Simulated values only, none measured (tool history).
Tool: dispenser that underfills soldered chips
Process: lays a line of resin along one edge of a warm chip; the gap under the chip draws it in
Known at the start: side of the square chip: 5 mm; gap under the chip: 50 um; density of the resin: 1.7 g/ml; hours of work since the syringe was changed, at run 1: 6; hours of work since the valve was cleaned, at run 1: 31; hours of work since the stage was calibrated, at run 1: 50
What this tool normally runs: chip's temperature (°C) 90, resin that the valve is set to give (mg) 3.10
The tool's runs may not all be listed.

run	day	chip's temperature (°C)	resin that the valve is set to give (mg)	hours of work since the syringe was changed	hours of work since the valve was cleaned	hours of work since the stage was calibrated	time until the resin shows at the far edge (s)	resin that the valve gave (mg)
1	0.000	90	3.10	6	31	50	40.8	3.02
2	0.154	90	3.10	8	33	53	49.9	3.01
# day 0.362: new syringe of resin
3	0.429	90	3.10	1	37	57	26.5	3.03
4	0.771	90	3.10	6	43	62	42.6	2.98
5	1.075	77	3.10	11	48	67	95.2	2.98
# day 1.117: new syringe of resin
6	1.392	77	3.10	4	52	72	53.0	2.98
7	1.600	90	3.10	8	56	75	47.8	2.99
8	1.800	90	3.85	11	59	78	60.1	3.67
# day 1.867: new syringe of resin
9	2.067	90	3.85	3	63	82	31.7	3.66
10	2.254	90	3.10	6	66	85	43.1	2.92
11	2.479	90	3.10	10	69	89	57.3	2.93
# day 2.596: new syringe of resin
# day 2.717: dispensing valve cleaned and set on the balance
12	2.833	90	3.10	3	2	93	31.5	3.12
13	3.175	90	3.10	8	7	99	50.8	3.08
# day 3.379: new syringe of resin
14	3.400	90	3.21	0	10	102	25.3	3.22
15	3.667	90	3.21	4	15	106	36.4	3.18
16	3.896	90	3.21	8	18	110	48.0	3.18
17	4.058	90	3.10	11	21	112	61.2	3.07
# day 4.129: new syringe of resin
18	4.312	90	3.76	3	25	116	30.9	3.71
19	4.512	90	2.74	6	28	119	42.7	2.70
20	4.792	95	3.02	10	32	124	53.1	2.97
# day 4.871: new syringe of resin
21	5.062	100	2.70	3	36	128	25.2	2.62
22	5.350	100	2.70	8	41	132	37.3	2.62
# day 5.604: new syringe of resin
23	5.642	100	2.70	1	45	136	20.6	2.61
24	5.962	79	3.66	6	50	141	54.4	3.53
25	6.271	98	2.67	10	55	146	50.9	2.59
# day 6.350: new syringe of resin
26	6.600	98	2.67	4	60	151	29.5	2.58
27	6.925	99	3.18	9	65	156	41.7	3.04
# day 7.088: new syringe of resin
28	7.212	105	3.83	2	69	161	18.2	3.66
# day 7.454: dispensing valve cleaned and set on the balance
29	7.492	105	3.98	6	1	164	25.2	4.00
30	7.638	79	3.56	8	3	167	67.3	3.57
# day 7.858: new syringe of resin
31	7.875	79	3.56	0	6	170	35.1	3.56
32	8.229	81	3.87	6	12	176	51.9	3.83
33	8.488	86	3.87	10	16	180	64.0	3.81
# day 8.592: new syringe of resin
34	8.821	97	2.75	4	21	185	28.7	2.71
35	8.996	77	2.75	6	24	187	65.9	2.71
36	9.283	77	2.94	11	28	192	94.7	2.88

Some steps in time until the resin shows at the far edge (s) between neighbouring runs. How much of each would the tool show without its hidden state too (settings, what came in, random variation), and how much is left for the hidden state, with any gauge scatter that isn't in both results?
What the log doesn't record here: resin's viscosity, % of fresh resin's; dose that the valve gives, % of what is set; true chip temperature over the reading, C; drift of the gauge itself on fill_s, %; drift of the gauge itself on given_mg, %.
Run 4 -> 5: chip's temperature (°C) 90 -> 77. time until the resin shows at the far edge (s) +52.6: hidden state +40.8, all else +11.8.
Run 5 -> 6: new syringe of resin. time until the resin shows at the far edge (s) -42.2: hidden state -42.5, all else +0.3.
Run 29 -> 30: chip's temperature (°C) 105 -> 79, resin that the valve is set to give (mg) 3.98 -> 3.56. time until the resin shows at the far edge (s) +42.1: hidden state +23.6, all else +18.5.
Run 30 -> 31: new syringe of resin. time until the resin shows at the far edge (s) -32.2: hidden state -32.4, all else +0.2.

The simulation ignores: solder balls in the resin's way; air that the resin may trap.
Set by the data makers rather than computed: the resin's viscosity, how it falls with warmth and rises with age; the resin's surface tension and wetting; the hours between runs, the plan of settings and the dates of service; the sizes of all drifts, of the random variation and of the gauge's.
